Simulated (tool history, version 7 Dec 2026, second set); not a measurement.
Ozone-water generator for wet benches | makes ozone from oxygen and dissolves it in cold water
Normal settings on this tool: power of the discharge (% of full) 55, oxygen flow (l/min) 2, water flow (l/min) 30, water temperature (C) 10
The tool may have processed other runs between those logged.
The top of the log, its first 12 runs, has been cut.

| run | hour | power of the discharge (% of full) | oxygen flow (l/min) | water flow (l/min) | water temperature (C) | hours of work since the electrodes were changed | hours of work since the contactor was cleaned | hours of work since the thermometer was calibrated | dissolved ozone (ppm) | ozone in the gas ahead of the water (g/m3) |
|---|---|---|---|---|---|---|---|---|---|---|
| 13 | 279.1 | 55 | 1.44 | 30 | 10 | 307 | 4567 | 970 | 5.38 | 157.3 |
| 14 | 308.4 | 55 | 3.39 | 30 | 10 | 332 | 4592 | 995 | 8.46 | 118.7 |
| 15 | 331.1 | 55 | 3.39 | 30 | 10 | 352 | 4611 | 1014 | 8.51 | 119.4 |
| 16 | 348.5 | 55 | 3.39 | 30 | 10 | 366 | 4626 | 1029 | 8.42 | 118 |
| 17 | 377.1 | 85 | 2 | 43 | 13 | 391 | 4651 | 1053 | 5.86 | 188.8 |
| 18 | 394.6 | 74 | 2 | 37 | 10 | 406 | 4665 | 1068 | 6.35 | 171.3 |
| 19 | 423.3 | 74 | 1 | 39 | 10 | 430 | 4690 | 1092 | 4.07 | 218.2 |
|  | 428.5 | contactor cleaned |
| 20 | 452 | 74 | 1 | 39 | 10 | 451 | 20 | 1113 | 4.03 | 216 |
| 21 | 477.1 | 96 | 2.44 | 26 | 16 | 472 | 41 | 1135 | 11.23 | 190.3 |
| 22 | 506.5 | 55 | 2 | 25 | 13 | 497 | 66 | 1160 | 7.68 | 141 |
|  | 529.1 | contactor cleaned, once more |
| 23 | 529.1 | 87 | 2 | 24 | 10 | 513 | 0 | 1176 | 11.02 | 189.8 |
| 24 | 549.1 | 40 | 3.36 | 30 | 10 | 530 | 17 | 1193 | 6.95 | 96.2 |
| 25 | 580.2 | 40 | 3.36 | 30 | 10 | 557 | 43 | 1219 | 7 | 96.6 |
| 26 | 596.1 | 66 | 1.17 | 27 | 10 | 570 | 57 | 1233 | 6.25 | 189.9 |
| 27 | 624.9 | 66 | 1.17 | 27 | 10 | 595 | 82 | 1257 | 6.13 | 191.7 |
| 28 | 652.7 | 55 | 3.5 | 30 | 10 | 618 | 105 | 1281 | 8.62 | 118.1 |
| 29 | 671.3 | 55 | 3.54 | 30 | 13 | 634 | 121 | 1297 | 8.64 | 115.5 |
| 30 | 699.1 | 55 | 1.68 | 41 | 9 | 658 | 145 | 1320 | 4.32 | 149.3 |
| 31 | 725.7 | 55 | 2 | 20 | 10 | 680 | 167 | 1343 | 9.81 | 141.2 |
| 32 | 752.6 | 55 | 2 | 20 | 10 | 703 | 190 | 1366 | 9.65 | 140.9 |

4 options for the next run, each taken on its own from the tool as it stands now. Forecast them:
| A | 765.3 | 49 | 2 | 20 | 16 | 714 | 201 | 1377 | ? | ? |
| B | 765.3 | 64 | 2.9 | 30 | 10 | 714 | 201 | 1377 | ? | ? |
| C | 765.3 | 86 | 2 | 42 | 10 | 714 | 201 | 1377 | ? | ? |
| D | 765.3 | 98 | 2 | 30 | 10 | 714 | 201 | 1377 | ? | ? |

| run | dissolved ozone (ppm) | ozone in the gas ahead of the water (g/m3) |
|---|---|---|
| A | 8.68 | 131.3 |
| B | 8.85 | 138.6 |
| C | 6.13 | 190.4 |
| D | 9.58 | 204.5 |
The same runs, with their run-to-run variation unchanged, on a tool lacking any hidden condition would have given:
| run | dissolved ozone (ppm) | ozone in the gas ahead of the water (g/m3) |
|---|---|---|
| A | 8.81 | 132.7 |
| B | 9 | 140.3 |
| C | 6.26 | 193.4 |
| D | 9.78 | 207.9 |
